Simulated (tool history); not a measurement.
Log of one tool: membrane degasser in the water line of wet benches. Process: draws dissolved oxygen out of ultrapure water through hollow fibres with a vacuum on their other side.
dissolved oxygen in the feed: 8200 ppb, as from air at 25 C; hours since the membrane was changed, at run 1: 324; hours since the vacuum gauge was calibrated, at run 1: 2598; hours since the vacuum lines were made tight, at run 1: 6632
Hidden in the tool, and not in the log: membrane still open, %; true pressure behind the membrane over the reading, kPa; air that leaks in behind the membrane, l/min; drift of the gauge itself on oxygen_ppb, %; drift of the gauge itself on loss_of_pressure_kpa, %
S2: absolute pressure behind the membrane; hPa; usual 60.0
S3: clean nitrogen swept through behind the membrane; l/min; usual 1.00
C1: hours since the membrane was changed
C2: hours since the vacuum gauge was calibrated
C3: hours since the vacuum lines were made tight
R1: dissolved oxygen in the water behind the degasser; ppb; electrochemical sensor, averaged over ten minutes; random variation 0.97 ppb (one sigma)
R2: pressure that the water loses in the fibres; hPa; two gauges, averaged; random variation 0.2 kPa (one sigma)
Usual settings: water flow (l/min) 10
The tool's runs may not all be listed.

{"run": 1, "day": 0.0, "water flow (l/min)": 10, "S2": 60.0, "S3": 1.0, "C1": 324, "C2": 2598, "C3": 6632, "R1": 96.9, "R2": 441.6}
{"run": 2, "day": 1.517, "water flow (l/min)": 10, "S2": 60.0, "S3": 1.0, "C1": 361, "C2": 2635, "C3": 6668, "R1": 98.7, "R2": 441.9}
{"run": 3, "day": 3.417, "water flow (l/min)": 10, "S2": 60.0, "S3": 1.0, "C1": 406, "C2": 2680, "C3": 6714, "R1": 98.2, "R2": 443.2}
{"run": 4, "day": 4.975, "water flow (l/min)": 6, "S2": 60.0, "S3": 1.0, "C1": 444, "C2": 2718, "C3": 6751, "R1": 49.6, "R2": 265.0}
{"run": 5, "day": 6.283, "water flow (l/min)": 6, "S2": 60.0, "S3": 1.0, "C1": 475, "C2": 2749, "C3": 6783, "R1": 49.9, "R2": 266.4}
{"run": 6, "day": 7.662, "water flow (l/min)": 10, "S2": 60.0, "S3": 1.0, "C1": 508, "C2": 2782, "C3": 6816, "R1": 98.2, "R2": 446.3}
{"run": 7, "day": 9.125, "water flow (l/min)": 10, "S2": 60.0, "S3": 1.0, "C1": 543, "C2": 2817, "C3": 6851, "R1": 97.7, "R2": 443.0}
{"run": 8, "day": 11.142, "water flow (l/min)": 10, "S2": 60.0, "S3": 1.0, "C1": 592, "C2": 2865, "C3": 6899, "R1": 97.1, "R2": 437.6}
{"run": 9, "day": 12.254, "water flow (l/min)": 10, "S2": 60.0, "S3": 2.15, "C1": 619, "C2": 2892, "C3": 6926, "R1": 62.0, "R2": 439.7}
{"run": 10, "day": 14.212, "water flow (l/min)": 10, "S2": 108.1, "S3": 1.0, "C1": 666, "C2": 2939, "C3": 6973, "R1": 214.2, "R2": 439.2}
{"run": 11, "day": 15.925, "water flow (l/min)": 10, "S2": 108.1, "S3": 1.0, "C1": 707, "C2": 2980, "C3": 7014, "R1": 213.0, "R2": 443.1}
{"run": 12, "day": 17.183, "water flow (l/min)": 10, "S2": 108.1, "S3": 1.0, "C1": 737, "C2": 3011, "C3": 7045, "R1": 213.9, "R2": 443.7}
{"run": 13, "day": 18.2, "water flow (l/min)": 10, "S2": 108.1, "S3": 1.0, "C1": 761, "C2": 3035, "C3": 7069, "R1": 218.0, "R2": 443.3}
{"run": 14, "day": 19.717, "water flow (l/min)": 10, "S2": 108.1, "S3": 1.0, "C1": 798, "C2": 3071, "C3": 7105, "R1": 213.2, "R2": 442.1}
{"run": 15, "day": 20.796, "water flow (l/min)": 10, "S2": 62.9, "S3": 1.0, "C1": 824, "C2": 3097, "C3": 7131, "R1": 103.7, "R2": 441.2}
{"run": 16, "day": 22.825, "water flow (l/min)": 10, "S2": 60.0, "S3": 1.0, "C1": 872, "C2": 3146, "C3": 7180, "R1": 99.9, "R2": 444.2}
{"run": 17, "day": 23.992, "water flow (l/min)": 10, "S2": 52.9, "S3": 1.17, "C1": 900, "C2": 3174, "C3": 7208, "R1": 73.4, "R2": 441.3}
{"run": 18, "day": 25.512, "water flow (l/min)": 7, "S2": 43.9, "S3": 1.0, "C1": 937, "C2": 3210, "C3": 7244, "R1": 30.5, "R2": 306.3}
{"run": 19, "day": 26.488, "water flow (l/min)": 7, "S2": 43.9, "S3": 1.0, "C1": 960, "C2": 3234, "C3": 7268, "R1": 31.5, "R2": 314.2}
{"run": 20, "day": 28.396, "water flow (l/min)": 13, "S2": 60.0, "S3": 1.0, "C1": 1006, "C2": 3280, "C3": 7314, "R1": 148.8, "R2": 572.4}
{"run": 21, "day": 30.317, "water flow (l/min)": 13, "S2": 60.0, "S3": 1.0, "C1": 1052, "C2": 3326, "C3": 7360, "R1": 150.8, "R2": 573.1}
{"day": 30.462, "done": "vacuum gauge calibrated"}
{"run": 22, "day": 31.383, "water flow (l/min)": 13, "S2": 60.0, "S3": 1.0, "C1": 1077, "C2": 22, "C3": 7385, "R1": 149.5, "R2": 578.6}
{"run": 23, "day": 33.346, "water flow (l/min)": 13, "S2": 60.0, "S3": 1.0, "C1": 1124, "C2": 69, "C3": 7432, "R1": 149.0, "R2": 574.8}
{"day": 35.612, "done": "vacuum gauge calibrated, once more"}
{"run": 24, "day": 35.612, "water flow (l/min)": 10, "S2": 60.0, "S3": 0.42, "C1": 1178, "C2": 0, "C3": 7486, "R1": 173.2, "R2": 443.8}
{"run": 25, "day": 37.612, "water flow (l/min)": 6, "S2": 60.0, "S3": 0.42, "C1": 1226, "C2": 48, "C3": 7534, "R1": 103.2, "R2": 268.2}
{"run": 26, "day": 39.567, "water flow (l/min)": 8, "S2": 53.1, "S3": 0.87, "C1": 1273, "C2": 95, "C3": 7581, "R1": 62.7, "R2": 356.4}
{"run": 27, "day": 41.6, "water flow (l/min)": 6, "S2": 45.9, "S3": 0.87, "C1": 1322, "C2": 144, "C3": 7629, "R1": 30.5, "R2": 265.5}
{"run": 28, "day": 43.788, "water flow (l/min)": 6, "S2": 45.9, "S3": 0.87, "C1": 1374, "C2": 196, "C3": 7682, "R1": 30.2, "R2": 268.5}
{"run": 29, "day": 44.912, "water flow (l/min)": 7, "S2": 66.0, "S3": 1.0, "C1": 1401, "C2": 223, "C3": 7709, "R1": 71.0, "R2": 310.3}
{"run": 30, "day": 45.967, "water flow (l/min)": 10, "S2": 138.2, "S3": 1.77, "C1": 1427, "C2": 249, "C3": 7734, "R1": 180.3, "R2": 445.6}
{"run": 31, "day": 47.842, "water flow (l/min)": 10, "S2": 121.0, "S3": 1.77, "C1": 1472, "C2": 294, "C3": 7779, "R1": 153.5, "R2": 445.7}

Forecast each of these 3 alternatives for the next run:
{"run": "A", "day": 49.492, "water flow (l/min)": 15, "S2": 61.8, "S3": 0.73, "C1": 1511, "C2": 333, "C3": 7819, "R1": "?", "R2": "?"}
{"run": "B", "day": 49.492, "water flow (l/min)": 8, "S2": 117.0, "S3": 0.79, "C1": 1511, "C2": 333, "C3": 7819, "R1": "?", "R2": "?"}
{"run": "C", "day": 49.492, "water flow (l/min)": 12, "S2": 64.3, "S3": 1.77, "C1": 1511, "C2": 333, "C3": 7819, "R1": "?", "R2": "?"}

run=A R1=225.2 R2=666.3
run=B R1=226.0 R2=357.0
run=C R1=104.2 R2=533.3
Without the tool's hidden state the same runs would have given:
run=A R1=217.9 R2=661.4
run=B R1=209.6 R2=354.4
run=C R1=99.0 R2=529.4
